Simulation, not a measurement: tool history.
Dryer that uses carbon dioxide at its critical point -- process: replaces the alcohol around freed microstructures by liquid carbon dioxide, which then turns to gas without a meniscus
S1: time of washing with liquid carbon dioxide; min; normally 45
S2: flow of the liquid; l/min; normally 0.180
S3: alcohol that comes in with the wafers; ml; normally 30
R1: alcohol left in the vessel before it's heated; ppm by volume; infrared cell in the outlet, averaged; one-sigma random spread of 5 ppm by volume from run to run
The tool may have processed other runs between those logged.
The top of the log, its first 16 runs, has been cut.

run   hour  S1     S2   S3    R1
 17  250.4  41  0.141   28   206
 18  263.6  46  0.180   30    77
 19  286.2  45  0.219   53    71
 20  308.8  45  0.219   53    72
 21  324.4  45  0.219   53    74
 22  343.1  63  0.134   59    96
 23  353.7  63  0.115   90   198
 24  368.9  35  0.299  103    71
 25  385.3  49  0.180   25    76
 26  404.4  41  0.217   73   101
 27  421.3  41  0.217   73    92
 28  442.3  35  0.146  108  1310
 29  452.9  35  0.146  108  1360
 30  464.2  27  0.209   30   305
 31  474.4  67  0.180   65    71

Forecast each of these 4 alternatives for the next run:
  A  485.7  67  0.138  33   ?
  B  485.7  49  0.180  30   ?
  C  485.7  29  0.111  65   ?
  D  485.7  54  0.233  99   ?

run    R1
  A    90
  B    92
  C  3968
  D    75
Without the tool's unlogged condition, the same runs would have read:
run    R1
  A    16
  B    14
  C  3124
  D     4

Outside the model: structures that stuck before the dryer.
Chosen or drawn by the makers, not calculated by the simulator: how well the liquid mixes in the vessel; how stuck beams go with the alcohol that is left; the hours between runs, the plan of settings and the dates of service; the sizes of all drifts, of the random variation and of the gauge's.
